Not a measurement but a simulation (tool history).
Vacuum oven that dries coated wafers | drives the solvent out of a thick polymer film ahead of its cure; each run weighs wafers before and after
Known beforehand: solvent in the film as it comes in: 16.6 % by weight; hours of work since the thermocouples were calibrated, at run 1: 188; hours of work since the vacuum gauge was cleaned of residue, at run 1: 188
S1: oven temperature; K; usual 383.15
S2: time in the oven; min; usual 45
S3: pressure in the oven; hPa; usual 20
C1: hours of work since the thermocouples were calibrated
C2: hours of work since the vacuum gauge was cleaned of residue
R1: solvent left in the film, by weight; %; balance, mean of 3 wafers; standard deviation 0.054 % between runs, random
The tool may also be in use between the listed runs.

{"run": 1, "hour": 0.0, "S1": 383.15, "S2": 45, "S3": 20, "C1": 188, "C2": 188, "R1": 1.97}
{"run": 2, "hour": 53.7, "S1": 383.15, "S2": 45, "S3": 20, "C1": 228, "C2": 228, "R1": 2.03}
{"run": 3, "hour": 115.0, "S1": 383.15, "S2": 45, "S3": 20, "C1": 274, "C2": 274, "R1": 2.04}
{"run": 4, "hour": 178.3, "S1": 383.15, "S2": 45, "S3": 20, "C1": 321, "C2": 321, "R1": 1.95}
{"run": 5, "hour": 218.6, "S1": 371.15, "S2": 45, "S3": 20, "C1": 351, "C2": 351, "R1": 5.65}
{"run": 6, "hour": 270.6, "S1": 383.15, "S2": 45, "S3": 20, "C1": 389, "C2": 389, "R1": 2}
{"hour": 279.1, "done": "oven's thermocouples calibrated"}
{"run": 7, "hour": 318.5, "S1": 383.15, "S2": 45, "S3": 20, "C1": 29, "C2": 423, "R1": 2.08}
{"run": 8, "hour": 353.0, "S1": 383.15, "S2": 27, "S3": 15.7, "C1": 55, "C2": 449, "R1": 3.4}
{"run": 9, "hour": 420.5, "S1": 369.15, "S2": 27, "S3": 64.4, "C1": 105, "C2": 499, "R1": 10.95}
{"hour": 440.4, "done": "oven's thermocouples calibrated, once more"}
{"run": 10, "hour": 491.1, "S1": 382.15, "S2": 46, "S3": 20, "C1": 38, "C2": 550, "R1": 2.19}

For run 11, what comes out?
{"run": 11, "hour": 543.2, "S1": 383.15, "S2": 22, "S3": 22.7, "C1": 76, "C2": 589, "R1": "?"}

Run 11 came out at R1 4.55 %.
Were there no unlogged condition in the tool, this run, its random variation unchanged, would have produced R1 4.54 %.

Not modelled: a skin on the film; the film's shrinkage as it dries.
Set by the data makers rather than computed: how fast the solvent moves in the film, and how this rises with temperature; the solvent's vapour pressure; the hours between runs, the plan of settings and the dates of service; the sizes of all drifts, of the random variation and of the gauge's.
